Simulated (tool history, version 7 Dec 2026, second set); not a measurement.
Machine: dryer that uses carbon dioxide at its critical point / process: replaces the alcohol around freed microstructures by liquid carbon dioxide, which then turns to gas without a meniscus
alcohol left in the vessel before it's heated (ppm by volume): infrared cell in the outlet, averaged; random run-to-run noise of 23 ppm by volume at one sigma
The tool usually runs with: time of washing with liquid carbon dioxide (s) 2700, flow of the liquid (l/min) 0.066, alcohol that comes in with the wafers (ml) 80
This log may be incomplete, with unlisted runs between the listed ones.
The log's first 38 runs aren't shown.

run	hour	time of washing with liquid carbon dioxide (s)	flow of the liquid (l/min)	alcohol that comes in with the wafers (ml)	hours of work since the filter was changed	hours of work since the purifier's bed was changed	alcohol left in the vessel before it's heated (ppm by volume)
39	292.7	1800	0.0746	111	139	488	7656
40	303.4	1800	0.0943	92	148	496	2810
41	309.5	2700	0.066	59	152	501	1352
42	319.2	2100	0.0502	80	160	509	11040
43	328.8	1920	0.0481	37	168	517	7064
44	334.4	1920	0.0481	37	172	521	7187
45	341.2	2220	0.0703	117	177	526	4954
46	352	2280	0.066	48	186	535	2296
47	362.9	2340	0.0585	80	194	543	5311

Consider 4 possible next runs. They are alternatives, not a sequence: every one starts from the tool as it was left by run 47. What does each give?
A	370.7	3780	0.1058	37	201	549	?
B	370.7	2220	0.0538	80	201	549	?
C	370.7	3600	0.0585	80	201	549	?
D	370.7	2700	0.0622	75	201	549	?

run	alcohol left in the vessel before it's heated (ppm by volume)
A	74
B	7777
C	892
D	2411
With no hidden state in the tool, these same runs would have given:
run	alcohol left in the vessel before it's heated (ppm by volume)
A	16
B	6561
C	630
D	1876
